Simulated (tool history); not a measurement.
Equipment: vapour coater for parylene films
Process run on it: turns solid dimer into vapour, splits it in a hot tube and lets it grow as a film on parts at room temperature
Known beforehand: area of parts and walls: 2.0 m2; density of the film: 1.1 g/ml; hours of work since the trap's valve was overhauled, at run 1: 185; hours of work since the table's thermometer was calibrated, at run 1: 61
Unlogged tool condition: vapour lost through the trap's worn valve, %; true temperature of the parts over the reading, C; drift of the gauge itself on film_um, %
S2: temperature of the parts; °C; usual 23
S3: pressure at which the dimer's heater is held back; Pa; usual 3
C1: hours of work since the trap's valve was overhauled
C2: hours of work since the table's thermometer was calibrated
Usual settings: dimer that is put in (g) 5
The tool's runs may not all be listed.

run 1 hour=0 | dimer_that_is_put_in_(g)=5 S2=23 S3=3 | C1=185 C2=61 | thickness_of_the_film_(um)=1.548
run 2 hour=13.4 | dimer_that_is_put_in_(g)=5 S2=33 S3=3 | C1=193 C2=69 | thickness_of_the_film_(um)=0.947
run 3 hour=29.9 | dimer_that_is_put_in_(g)=5 S2=23 S3=3.41 | C1=203 C2=79 | thickness_of_the_film_(um)=1.541
-- hour=35 trap's valve overhauled
run 4 hour=58.7 | dimer_that_is_put_in_(g)=4 S2=23 S3=3.41 | C1=14 C2=93 | thickness_of_the_film_(um)=1.242
run 5 hour=77.9 | dimer_that_is_put_in_(g)=4 S2=23 S3=3.41 | C1=25 C2=105 | thickness_of_the_film_(um)=1.238
run 6 hour=93.8 | dimer_that_is_put_in_(g)=4 S2=23 S3=3.41 | C1=35 C2=114 | thickness_of_the_film_(um)=1.245
run 7 hour=113.5 | dimer_that_is_put_in_(g)=4 S2=23 S3=3.41 | C1=47 C2=126 | thickness_of_the_film_(um)=1.233
run 8 hour=133.6 | dimer_that_is_put_in_(g)=4 S2=23 S3=3.41 | C1=59 C2=138 | thickness_of_the_film_(um)=1.232
run 9 hour=147.6 | dimer_that_is_put_in_(g)=2 S2=23 S3=3 | C1=67 C2=146 | thickness_of_the_film_(um)=0.626
run 10 hour=164.7 | dimer_that_is_put_in_(g)=2 S2=23 S3=3 | C1=77 C2=156 | thickness_of_the_film_(um)=0.634
run 11 hour=178.5 | dimer_that_is_put_in_(g)=2 S2=31 S3=3 | C1=85 C2=165 | thickness_of_the_film_(um)=0.424
run 12 hour=192.4 | dimer_that_is_put_in_(g)=5 S2=27 S3=3 | C1=93 C2=173 | thickness_of_the_film_(um)=1.297
run 13 hour=204.9 | dimer_that_is_put_in_(g)=5 S2=23 S3=3 | C1=101 C2=180 | thickness_of_the_film_(um)=1.571
run 14 hour=229.4 | dimer_that_is_put_in_(g)=5 S2=23 S3=5.7 | C1=115 C2=195 | thickness_of_the_film_(um)=1.454
run 15 hour=245.7 | dimer_that_is_put_in_(g)=5 S2=23 S3=5.7 | C1=125 C2=204 | thickness_of_the_film_(um)=1.439
run 16 hour=270.1 | dimer_that_is_put_in_(g)=5 S2=18 S3=3 | C1=140 C2=219 | thickness_of_the_film_(um)=2.014
run 17 hour=293.4 | dimer_that_is_put_in_(g)=5 S2=23 S3=3 | C1=154 C2=233 | thickness_of_the_film_(um)=1.593
run 18 hour=303.9 | dimer_that_is_put_in_(g)=5 S2=23 S3=3 | C1=160 C2=239 | thickness_of_the_film_(um)=1.603
run 19 hour=318.1 | dimer_that_is_put_in_(g)=5 S2=23 S3=3 | C1=168 C2=247 | thickness_of_the_film_(um)=1.591
run 20 hour=342.8 | dimer_that_is_put_in_(g)=5 S2=23 S3=3 | C1=183 C2=262 | thickness_of_the_film_(um)=1.579
run 21 hour=360.1 | dimer_that_is_put_in_(g)=5 S2=23 S3=2.77 | C1=193 C2=272 | thickness_of_the_film_(um)=1.604
run 22 hour=373.2 | dimer_that_is_put_in_(g)=5 S2=26 S3=2.49 | C1=201 C2=280 | thickness_of_the_film_(um)=1.415
-- hour=382.6 trap's valve overhauled
run 23 hour=389.6 | dimer_that_is_put_in_(g)=5 S2=16 S3=11.12 | C1=4 C2=288 | thickness_of_the_film_(um)=1.876
-- hour=402.4 gauge calibrated
run 24 hour=404.3 | dimer_that_is_put_in_(g)=4 S2=25 S3=3 | C1=13 C2=296 | thickness_of_the_film_(um)=1.141
run 25 hour=417.4 | dimer_that_is_put_in_(g)=3 S2=18 S3=3.93 | C1=21 C2=304 | thickness_of_the_film_(um)=1.156
run 26 hour=427.5 | dimer_that_is_put_in_(g)=3 S2=18 S3=3.93 | C1=27 C2=310 | thickness_of_the_film_(um)=1.159
run 27 hour=451 | dimer_that_is_put_in_(g)=6 S2=34 S3=10 | C1=41 C2=324 | thickness_of_the_film_(um)=0.93
run 28 hour=473.2 | dimer_that_is_put_in_(g)=5 S2=23 S3=6.51 | C1=54 C2=337 | thickness_of_the_film_(um)=1.428
run 29 hour=495.7 | dimer_that_is_put_in_(g)=5 S2=23 S3=3.48 | C1=67 C2=351 | thickness_of_the_film_(um)=1.544
run 30 hour=507.8 | dimer_that_is_put_in_(g)=5 S2=23 S3=3.48 | C1=74 C2=358 | thickness_of_the_film_(um)=1.532
run 31 hour=527.4 | dimer_that_is_put_in_(g)=4 S2=23 S3=2.94 | C1=86 C2=369 | thickness_of_the_film_(um)=1.262
run 32 hour=544.7 | dimer_that_is_put_in_(g)=4 S2=26 S3=4.79 | C1=96 C2=380 | thickness_of_the_film_(um)=1.02
run 33 hour=569.2 | dimer_that_is_put_in_(g)=2 S2=23 S3=3.19 | C1=111 C2=394 | thickness_of_the_film_(um)=0.627

The next listed run, before its measurement:
run 34 hour=590.1 | dimer_that_is_put_in_(g)=8 S2=23 S3=3.19 | C1=123 C2=407 | thickness_of_the_film_(um)=?

thickness of the film (um): 2.518
Were there no unlogged condition in the tool, this run, its random variation unchanged, would have produced thickness of the film (um) 2.491.

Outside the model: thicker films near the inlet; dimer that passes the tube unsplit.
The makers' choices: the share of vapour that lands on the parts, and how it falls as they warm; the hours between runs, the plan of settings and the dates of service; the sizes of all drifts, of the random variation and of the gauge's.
